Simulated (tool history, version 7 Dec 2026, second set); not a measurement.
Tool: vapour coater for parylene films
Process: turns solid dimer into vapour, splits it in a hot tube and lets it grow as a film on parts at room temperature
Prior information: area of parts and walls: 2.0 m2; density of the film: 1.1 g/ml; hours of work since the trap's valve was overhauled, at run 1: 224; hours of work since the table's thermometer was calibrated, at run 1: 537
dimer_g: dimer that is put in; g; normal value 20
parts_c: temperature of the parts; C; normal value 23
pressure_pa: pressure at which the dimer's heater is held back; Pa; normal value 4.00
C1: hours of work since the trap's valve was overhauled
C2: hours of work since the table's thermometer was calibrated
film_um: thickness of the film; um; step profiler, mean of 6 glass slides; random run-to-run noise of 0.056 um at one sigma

run 1 hour=0.0 | dimer_g=20 parts_c=23 pressure_pa=4.00 | C1=224 C2=537 | film_um=6.18
run 2 hour=70.9 | dimer_g=20 parts_c=23 pressure_pa=4.00 | C1=277 C2=590 | film_um=6.24
run 3 hour=116.2 | dimer_g=20 parts_c=23 pressure_pa=4.00 | C1=311 C2=624 | film_um=6.16
run 4 hour=157.9 | dimer_g=20 parts_c=23 pressure_pa=4.00 | C1=342 C2=655 | film_um=6.18
run 5 hour=227.4 | dimer_g=20 parts_c=23 pressure_pa=4.00 | C1=394 C2=707 | film_um=5.97
run 6 hour=267.6 | dimer_g=20 parts_c=23 pressure_pa=4.00 | C1=424 C2=737 | film_um=5.95
run 7 hour=342.8 | dimer_g=20 parts_c=23 pressure_pa=8.60 | C1=480 C2=794 | film_um=5.25
run 8 hour=395.4 | dimer_g=20 parts_c=23 pressure_pa=2.63 | C1=519 C2=833 | film_um=6.31
run 9 hour=469.2 | dimer_g=10 parts_c=31 pressure_pa=2.63 | C1=575 C2=888 | film_um=2.23
run 10 hour=506.3 | dimer_g=11 parts_c=23 pressure_pa=4.00 | C1=602 C2=916 | film_um=3.23
-- hour=555.6 trap's valve overhauled
run 11 hour=560.5 | dimer_g=14 parts_c=34 pressure_pa=4.00 | C1=4 C2=953 | film_um=2.75
-- hour=604.1 table's thermometer calibrated
run 12 hour=626.9 | dimer_g=25 parts_c=35 pressure_pa=4.59 | C1=53 C2=17 | film_um=4.80
run 13 hour=693.0 | dimer_g=20 parts_c=23 pressure_pa=4.00 | C1=102 C2=66 | film_um=6.41
run 14 hour=744.7 | dimer_g=20 parts_c=23 pressure_pa=4.00 | C1=141 C2=105 | film_um=6.50
run 15 hour=781.2 | dimer_g=14 parts_c=33 pressure_pa=4.00 | C1=168 C2=132 | film_um=2.92

Per-run results on a tool with no hidden state, each run keeping its own random variation:
Unlogged tool condition in this case: vapour lost through the trap's worn valve, %; true temperature of the parts over the reading, C; drift of the gauge itself on film_um, %.
run=1 film_um=6.53
run=2 film_um=6.66
run=3 film_um=6.61
run=4 film_um=6.67
run=5 film_um=6.51
run=6 film_um=6.52
run=7 film_um=5.81
run=8 film_um=7.02
run=9 film_um=2.50
run=10 film_um=3.65
run=11 film_um=2.83
run=12 film_um=4.84
run=13 film_um=6.53
run=14 film_um=6.66
run=15 film_um=3.01
